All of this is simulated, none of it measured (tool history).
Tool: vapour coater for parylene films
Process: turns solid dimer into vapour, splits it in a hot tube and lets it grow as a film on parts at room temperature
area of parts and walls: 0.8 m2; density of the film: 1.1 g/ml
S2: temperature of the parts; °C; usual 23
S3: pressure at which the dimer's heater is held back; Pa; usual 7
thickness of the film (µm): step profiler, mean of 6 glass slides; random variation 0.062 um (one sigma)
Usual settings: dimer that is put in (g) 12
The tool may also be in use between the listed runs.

Run 1, day 0: usual settings. Result: thickness of the film (µm) 6.71.
Run 2, day 0.808: usual settings. Result: thickness of the film (µm) 6.62.
Run 3, day 1.521: usual settings. Result: thickness of the film (µm) 6.6.
Run 4, day 2.133: usual settings. Result: thickness of the film (µm) 6.53.
Run 5, day 3.438: usual settings. Result: thickness of the film (µm) 6.5.
Run 6, day 4.275: usual settings but S2 33 °C. Result: thickness of the film (µm) 4.94.
Run 7, day 5.146: usual settings but S3 4.51 Pa. Result: thickness of the film (µm) 6.9.
Run 8, day 6.525: usual settings but S3 4.51 Pa. Result: thickness of the film (µm) 6.86.
Run 9, day 7.733: usual settings. Result: thickness of the film (µm) 6.42.
Run 10, day 8.479: usual settings. Result: thickness of the film (µm) 6.21.
Run 11, day 9.362: usual settings but S3 3.13 Pa. Result: thickness of the film (µm) 7.15.
Run 12, day 10.746: usual settings but S3 3.13 Pa. Result: thickness of the film (µm) 6.92.
Run 13, day 11.388: usual settings but S3 3.13 Pa. Result: thickness of the film (µm) 7.04.
Run 14, day 12.004: usual settings. Result: thickness of the film (µm) 6.22.
At day 12.462: trap's valve overhauled.
Run 15, day 12.962: usual settings. Result: thickness of the film (µm) 5.81.
Run 16, day 13.783: usual settings but dimer that is put in (g) 20, S2 30 °C, S3 4.11 Pa. Result: thickness of the film (µm) 8.55.
Run 17, day 15.067: usual settings but dimer that is put in (g) 20, S2 28 °C, S3 2.25 Pa. Result: thickness of the film (µm) 9.81.
Run 18, day 16.442: usual settings but dimer that is put in (g) 18, S2 16 °C, S3 2.25 Pa. Result: thickness of the film (µm) 11.8.
Run 19, day 17.5: usual settings but dimer that is put in (g) 18, S2 16 °C, S3 2.25 Pa. Result: thickness of the film (µm) 11.88.
Run 20, day 18.25: usual settings but dimer that is put in (g) 18, S2 30 °C, S3 5.61 Pa. Result: thickness of the film (µm) 7.04.
Run 21, day 19.421: usual settings but dimer that is put in (g) 14, S2 28 °C, S3 5.61 Pa. Result: thickness of the film (µm) 5.75.
Run 22, day 20.225: usual settings but dimer that is put in (g) 20, S3 4.66 Pa. Result: thickness of the film (µm) 9.56.
At day 21.2: trap's valve overhauled, once more.
Run 23, day 21.325: usual settings but S2 20 °C, S3 3.38 Pa. Result: thickness of the film (µm) 8.67.
Run 24, day 21.967: usual settings but dimer that is put in (g) 9, S2 17 °C, S3 3.75 Pa. Result: thickness of the film (µm) 6.8.
Run 25, day 22.771: usual settings but dimer that is put in (g) 11, S3 3.21 Pa. Result: thickness of the film (µm) 7.32.
Run 26, day 24.108: usual settings. Result: thickness of the film (µm) 7.01.
Run 27, day 25.2: usual settings but dimer that is put in (g) 17, S2 17 °C. Result: thickness of the film (µm) 11.62.
Run 28, day 25.925: usual settings but dimer that is put in (g) 17, S2 17 °C, S3 2.75 Pa. Result: thickness of the film (µm) 13.24.
Run 29, day 26.9: usual settings but dimer that is put in (g) 8. Result: thickness of the film (µm) 4.6.
Run 30, day 27.642: usual settings but dimer that is put in (g) 7. Result: thickness of the film (µm) 4.01.

5 ways to go on from here, each from the tool as it stands after run 30. What would each give?
Run A, day 28.304: usual settings but dimer that is put in (g) 6, S3 7.75 Pa. Result: thickness of the film (µm) ?.
Run B, day 28.304: usual settings but dimer that is put in (g) 5, S2 35 °C, S3 4.22 Pa. Result: thickness of the film (µm) ?.
Run C, day 28.304: usual settings but dimer that is put in (g) 14, S3 6.55 Pa. Result: thickness of the film (µm) ?.
Run D, day 28.304: usual settings but S3 2.7 Pa. Result: thickness of the film (µm) ?.
Run E, day 28.304: usual settings but dimer that is put in (g) 7, S2 31 °C. Result: thickness of the film (µm) ?.

run  thickness of the film (µm)
  A                        3.39
  B                        2.22
  C                        8.01
  D                         7.8
  E                        3.23
Without the tool's hidden state the same runs would have given:
run  thickness of the film (µm)
  A                        3.62
  B                        2.37
  C                        8.54
  D                        8.32
  E                        3.44
